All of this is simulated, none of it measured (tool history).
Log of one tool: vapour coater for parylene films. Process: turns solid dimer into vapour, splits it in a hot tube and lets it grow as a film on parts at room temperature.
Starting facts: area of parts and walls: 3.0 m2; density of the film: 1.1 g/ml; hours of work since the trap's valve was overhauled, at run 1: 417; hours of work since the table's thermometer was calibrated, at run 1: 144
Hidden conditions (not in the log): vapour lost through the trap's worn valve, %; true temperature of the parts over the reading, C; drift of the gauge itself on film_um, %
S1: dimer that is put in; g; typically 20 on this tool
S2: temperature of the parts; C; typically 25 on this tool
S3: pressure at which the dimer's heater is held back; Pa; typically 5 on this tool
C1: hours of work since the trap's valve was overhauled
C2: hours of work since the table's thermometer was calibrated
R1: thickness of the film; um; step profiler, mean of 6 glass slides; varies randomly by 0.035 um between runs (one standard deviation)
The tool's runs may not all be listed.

run	hour	S1	S2	S3	C1	C2	R1
1	0	20	25	5	417	144	3.55
2	34.8	20	25	5	444	171	3.52
3	79.7	20	25	5	478	205	3.54
4	117.5	20	25	6.2	507	234	3.4
5	157.7	20	25	6.2	538	265	3.41
# hour 210.8: trap's valve overhauled
6	213.5	20	25	6.2	2	305	3.39
7	246.7	20	28	5	28	330	3.33
8	294.4	20	25	7.29	64	367	3.3
9	321.8	20	25	7.29	85	388	3.27
10	367.2	20	23	5	120	422	3.73
11	408.5	20	23	5	151	454	3.72
12	457.7	19	25	4.77	189	492	3.4
13	506.6	21	25	8.93	227	529	3.34
14	532.7	20	29	4.1	247	549	3.35
15	567.7	9	21	9.97	273	576	1.5
16	608.1	21	25	4.39	304	607	3.85
17	636.5	21	25	9.4	326	629	3.29
18	662.2	21	25	9.4	346	648	3.32

Run 19 is up next; what results do you expect?
19	694.5	11	25	5.67	371	673	?

For run 19 the tool returned R1 1.93 um.
With no hidden state in the tool, this same run would have given R1 1.94 um.

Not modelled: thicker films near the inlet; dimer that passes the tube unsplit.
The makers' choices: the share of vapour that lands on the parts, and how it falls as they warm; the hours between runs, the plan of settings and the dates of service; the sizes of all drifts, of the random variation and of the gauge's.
